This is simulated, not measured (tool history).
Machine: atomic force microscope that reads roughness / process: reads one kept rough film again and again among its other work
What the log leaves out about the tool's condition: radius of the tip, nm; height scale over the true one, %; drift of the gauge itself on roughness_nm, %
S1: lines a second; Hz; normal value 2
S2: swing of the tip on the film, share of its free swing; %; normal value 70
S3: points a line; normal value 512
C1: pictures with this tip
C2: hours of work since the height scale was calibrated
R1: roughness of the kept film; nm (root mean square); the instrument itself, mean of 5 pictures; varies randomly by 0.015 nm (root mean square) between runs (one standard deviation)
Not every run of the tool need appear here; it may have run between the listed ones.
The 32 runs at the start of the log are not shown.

run,hour,S1,S2,S3,C1,C2,R1
33,483,2,70,434,130,833,3.098
# hour 485.5: new tip fitted
34,499,2.16,62,535,18,845,3.548
35,521.2,2.16,62,535,48,862,3.481
36,537.3,2.16,62,535,70,875,3.362
37,550.4,3.14,70,425,88,885,3.014
38,574.5,2,79,512,121,904,2.898
# hour 583: new tip fitted
39,597.5,3.72,57,512,20,921,3.481
40,616,3.72,87,512,45,936,2.422
41,638.2,3.72,87,512,75,953,2.358
42,660.3,1.81,67,399,105,970,3.244

Branching from run 42: 4 alternative next runs. What would each branch give?
A,676.5,2.78,77,306,127,983,?
B,676.5,0.91,70,512,127,983,?
C,676.5,0.88,83,579,127,983,?
D,676.5,0.78,67,894,127,983,?

run,R1
A,2.759
B,3.3
C,3.144
D,3.357
Had the tool no hidden state, the same runs would have come out as:
run,R1
A,3.146
B,3.762
C,3.584
D,3.827
